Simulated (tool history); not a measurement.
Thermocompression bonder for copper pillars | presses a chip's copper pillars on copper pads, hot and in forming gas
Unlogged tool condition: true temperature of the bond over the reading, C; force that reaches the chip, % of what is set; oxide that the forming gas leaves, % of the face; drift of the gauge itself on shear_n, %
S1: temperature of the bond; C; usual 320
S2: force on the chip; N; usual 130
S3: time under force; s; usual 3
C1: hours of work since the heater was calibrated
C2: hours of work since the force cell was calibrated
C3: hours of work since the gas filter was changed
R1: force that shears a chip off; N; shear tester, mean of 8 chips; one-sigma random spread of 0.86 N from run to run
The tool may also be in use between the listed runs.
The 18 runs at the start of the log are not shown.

run     day   S1   S2  S3   C1   C2   C3     R1
 19   7.596  320  150   3  440  522  111   74.1
      7.738  -- heater calibrated with a thermocouple chip
 20   7.983  320  130   3    4  528  116   68.6
 21   8.321  292   78   3   10  533  122   30.8
 22   8.696  292   78   3   16  540  129   30.9
 23   9.283  330  165   9   27  550  139  108.0
 24   9.654  334  130   3   33  556  145   76.9
 25  10.267  323  135   3   44  567  156   68.8
     10.650  -- heater calibrated with a thermocouple chip, once more
 26  10.917  310  128   5    5  577  165   73.5
 27  11.279  320  130   5   11  583  172   82.3
 28  11.838  320  130   5   20  592  181   83.2
 29  12.508  330  118   3   32  604  193   73.4
 30  12.842  320  155   5   38  610  199   88.2
 31  13.508  338  115   2   49  621  210   67.8
     13.838  -- forming gas filter changed
 32  13.971  295  130   2   57  629    2   46.6
 33  14.404  319   86   2   64  636   10   44.7
 34  14.942  319   87   5   74  646   19   65.7
 35  15.296  319   87   5   80  652   25   66.1
 36  15.942  331  129   5   91  663   36   89.8
 37  16.446  331   94   5   99  671   45   76.9
 38  16.917  331   94   5  107  680   53   77.5
 39  17.542  298  130   3  118  690   64   55.9
 40  17.900  320  146   8  124  696   70  100.1

Alternative continuations, all from the tool just after run 40; predict every row:
  A  18.367  320  124   5  132  704  78   ?
  B  18.367  320  146   4  132  704  78   ?
  C  18.367  328   92   9  132  704  78   ?
  D  18.367  298  157   8  132  704  78   ?

run    R1
  A  82.0
  B  83.6
  C  86.2
  D  87.2
With no hidden state in the tool, these same runs would have given:
run    R1
  A  81.1
  B  82.7
  C  85.4
  D  86.4
